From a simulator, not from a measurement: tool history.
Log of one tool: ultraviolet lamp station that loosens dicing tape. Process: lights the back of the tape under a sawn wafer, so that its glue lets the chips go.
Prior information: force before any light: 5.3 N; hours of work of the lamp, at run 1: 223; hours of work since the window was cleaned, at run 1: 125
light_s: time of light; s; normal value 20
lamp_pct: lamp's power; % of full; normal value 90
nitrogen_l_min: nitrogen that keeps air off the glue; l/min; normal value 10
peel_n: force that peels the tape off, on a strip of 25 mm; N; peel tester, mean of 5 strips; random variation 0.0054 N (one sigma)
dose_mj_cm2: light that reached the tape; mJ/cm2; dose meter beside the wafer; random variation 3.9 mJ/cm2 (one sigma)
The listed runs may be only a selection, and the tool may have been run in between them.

run	hour	light_s	lamp_pct	nitrogen_l_min	hours of work of the lamp	hours of work since the window was cleaned	peel_n	dose_mj_cm2
1	0	20	90	10	223	125	0.131	613
2	75.7	20	90	10	267	170	0.126	612
3	142.4	20	90	10	306	209	0.121	600
4	212.5	20	88	10	348	250	0.144	579
# hour 224.1: window cleaned of glue's vapour
5	260.3	20	88	10	375	21	0.13	594
6	322	20	90	10	412	57	0.131	604
7	361.3	20	90	10	435	81	0.125	600
8	445.2	20	90	10	484	130	0.136	583
9	483.3	20	90	10	506	152	0.133	585
10	538.1	20	90	10	539	184	0.139	579
11	594	22	90	10	571	217	0.129	628
# hour 668.5: window cleaned of glue's vapour
12	673.9	22	90	10	618	3	0.119	654

For run 13, what comes out?
13	753.7	22	90	10	665	50	?	?

For run 13 the tool returned peel_n 0.108 N, dose_mj_cm2 648 mJ/cm2.
Take away the tool's hidden state, keep the run-to-run variation as it was, and the same run would have given peel_n 0.086 N, dose_mj_cm2 747 mJ/cm2.
